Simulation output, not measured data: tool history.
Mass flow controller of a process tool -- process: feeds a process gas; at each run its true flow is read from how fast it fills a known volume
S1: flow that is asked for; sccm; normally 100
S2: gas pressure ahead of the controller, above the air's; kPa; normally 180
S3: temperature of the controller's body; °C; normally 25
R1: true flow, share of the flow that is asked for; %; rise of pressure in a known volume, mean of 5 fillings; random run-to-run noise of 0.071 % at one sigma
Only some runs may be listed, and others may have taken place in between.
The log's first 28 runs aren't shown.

| run | day | S1 | S2 | S3 | R1 |
|---|---|---|---|---|---|
| 29 | 80.867 | 100 | 149 | 25 | 99.45 |
| 30 | 83.962 | 30 | 252 | 39 | 98.45 |
| 31 | 86.454 | 30 | 252 | 39 | 98.45 |
| 32 | 89.846 | 35 | 180 | 37 | 98.27 |
| 33 | 93.304 | 82 | 155 | 25 | 99.39 |
| 34 | 95.600 | 82 | 236 | 33 | 99.05 |
| 35 | 97.971 | 82 | 236 | 33 | 99.11 |
| 36 | 100.371 | 47 | 184 | 23 | 99.52 |
| 37 | 104.183 | 132 | 207 | 36 | 98.89 |
| 38 | 107.608 | 132 | 207 | 36 | 98.79 |
| 39 | 110.904 | 63 | 177 | 20 | 99.93 |
| 40 | 113.862 | 43 | 211 | 32 | 98.87 |
| 41 | 117.175 | 71 | 211 | 20 | 100.12 |
| 42 | 118.912 | 29 | 242 | 39 | 98.33 |
| 43 | 122.417 | 100 | 273 | 32 | 99.56 |
| 44 | 125.546 | 100 | 273 | 32 | 99.55 |
| 45 | 129.567 | 30 | 173 | 25 | 99.37 |
| 46 | 131.583 | 54 | 243 | 37 | 98.70 |
| 47 | 134.558 | 198 | 226 | 26 | 100.10 |
| 48 | 137.738 | 199 | 196 | 21 | 100.32 |

Branching from run 48: 4 alternative next runs. What would each branch give?
| A | 140.642 | 100 | 240 | 26 | ? |
| B | 140.642 | 127 | 140 | 22 | ? |
| C | 140.642 | 171 | 250 | 23 | ? |
| D | 140.642 | 100 | 142 | 25 | ? |

| run | R1 |
|---|---|
| A | 99.91 |
| B | 99.73 |
| C | 100.42 |
| D | 99.30 |
With no hidden state in the tool, these same runs would have given:
| run | R1 |
|---|---|
| A | 99.90 |
| B | 99.72 |
| C | 100.42 |
| D | 99.29 |
